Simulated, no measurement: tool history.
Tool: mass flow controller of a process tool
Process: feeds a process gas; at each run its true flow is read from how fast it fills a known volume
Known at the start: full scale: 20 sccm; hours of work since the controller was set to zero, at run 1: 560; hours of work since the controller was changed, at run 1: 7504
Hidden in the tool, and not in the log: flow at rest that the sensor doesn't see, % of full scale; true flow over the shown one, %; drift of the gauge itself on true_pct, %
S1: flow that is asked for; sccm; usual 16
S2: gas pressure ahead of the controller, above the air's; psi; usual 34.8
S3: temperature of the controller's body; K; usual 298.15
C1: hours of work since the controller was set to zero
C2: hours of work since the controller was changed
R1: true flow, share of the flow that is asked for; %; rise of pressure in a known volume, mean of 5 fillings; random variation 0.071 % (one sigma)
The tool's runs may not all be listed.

run,day,S1,S2,S3,C1,C2,R1
1,0,16,34.8,298.15,560,7504,101.59
2,11.812,16,33.1,298.15,747,7692,101.6
3,19.658,16,34.8,305.15,872,7816,102.33
4,27.821,16,34.8,294.15,1001,7945,101.03
5,41.154,16,34.8,294.15,1212,8157,101.17
6,57.15,10,34.8,298.15,1466,8410,101.23
7,68.154,10,34.8,298.15,1640,8585,101.26
8,84.296,10,34.8,298.15,1896,8841,101.29
9,98.342,10,34.8,298.15,2119,9063,101.11
10,110.696,10,34.8,298.15,2315,9259,101.24
11,122.679,10,34.8,298.15,2505,9449,101.16
12,132.883,10,34.8,301.15,2666,9611,101.48
13,143.942,16,34.8,298.15,2842,9786,101.62
14,158.279,16,34.8,299.15,3069,10013,101.7
15,169.721,16,34.8,299.15,3250,10195,101.75
16,183.95,9,36.5,299.15,3476,10420,101.12
17,195.208,9,36.5,299.15,3654,10599,101.2
18,208.879,16,21.8,293.15,3871,10815,100.69
19,224.721,5,20.6,298.15,4122,11066,98.81
20,234.025,18,23.2,310.15,4270,11214,102.59
21,246.562,18,23.2,310.15,4468,11413,102.75

Forecast run 22:
22,262.504,18,23.2,310.15,4721,11665,?

Run 22 gave R1 102.78 %.
Without the tool's hidden state the same run would have given R1 101.06 %.

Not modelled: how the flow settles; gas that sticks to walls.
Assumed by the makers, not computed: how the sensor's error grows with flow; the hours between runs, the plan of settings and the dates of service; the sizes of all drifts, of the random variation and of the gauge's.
